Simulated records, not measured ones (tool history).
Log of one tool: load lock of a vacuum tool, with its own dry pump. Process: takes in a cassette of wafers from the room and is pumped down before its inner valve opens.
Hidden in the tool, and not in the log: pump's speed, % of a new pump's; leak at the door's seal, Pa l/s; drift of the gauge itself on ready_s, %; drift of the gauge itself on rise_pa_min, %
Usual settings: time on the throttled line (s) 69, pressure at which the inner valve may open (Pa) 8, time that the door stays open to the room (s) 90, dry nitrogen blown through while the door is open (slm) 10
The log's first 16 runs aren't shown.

run	hour	time on the throttled line (s)	pressure at which the inner valve may open (Pa)	time that the door stays open to the room (s)	dry nitrogen blown through while the door is open (slm)	hours that the pump has run since its overhaul	times that the door has closed on its seal	incoming humidity of the room's air, %	time from the closed door until the inner valve may open (s)	rise of the pressure with all valves shut (Pa/min)
17	1715.2	69	10	90	21	10208	3993	46.3	158.7	0.02
18	1797.5	69	10	90	21	10290	4076	40.8	159.1	0.016
19	1940.7	69	10	90	22	10434	4220	44.2	159.4	0.018
20	2095.6	59	10	120	16	10588	4376	44.4	151.1	0.022
21	2216.7	69	8	28	10	10709	4497	46	161.8	0.015
22	2364.4	69	8	28	10	10857	4646	40.7	160.5	0.012
23	2460.7	69	10	90	7	10954	4743	43.7	158.7	0.023
24	2545.3	100	8	34	10	11038	4828	51.5	186.2	0.022
25	2622.2	100	8	34	10	11115	4905	46.6	186	0.016
26	2702.9	138	8	47	10	11196	4986	48.4	215.6	0.024
27	2825.6	52	8	48	8	11318	5110	45	147.9	0.02
28	2974.7	52	14	46	5	11468	5260	48.6	141.2	0.023
29	3076.7	58	12	46	5	11569	5362	46.1	147.8	0.022
30	3208.1	55	11	34	5	11701	5495	47.7	146.1	0.02

Forecast each of these 5 alternatives for the next run:
A	3361.4	55	9	34	5	11854	5649	44	?	?
B	3361.4	69	9	232	10	11854	5649	44.9	?	?
C	3361.4	69	6	90	10	11854	5649	44.9	?	?
D	3361.4	53	9	34	5	11854	5649	45.3	?	?
E	3361.4	44	8	90	26	11854	5649	43.1	?	?

run	time from the closed door until the inner valve may open (s)	rise of the pressure with all valves shut (Pa/min)
A	149.3	0.014
B	160.7	0.041
C	162.7	0.027
D	146.6	0.012
E	140.4	0.023
Without the tool's hidden state the same runs would have given:
run	time from the closed door until the inner valve may open (s)	rise of the pressure with all valves shut (Pa/min)
A	149.3	0.014
B	160.6	0.041
C	162.6	0.027
D	146.6	0.012
E	140.3	0.023

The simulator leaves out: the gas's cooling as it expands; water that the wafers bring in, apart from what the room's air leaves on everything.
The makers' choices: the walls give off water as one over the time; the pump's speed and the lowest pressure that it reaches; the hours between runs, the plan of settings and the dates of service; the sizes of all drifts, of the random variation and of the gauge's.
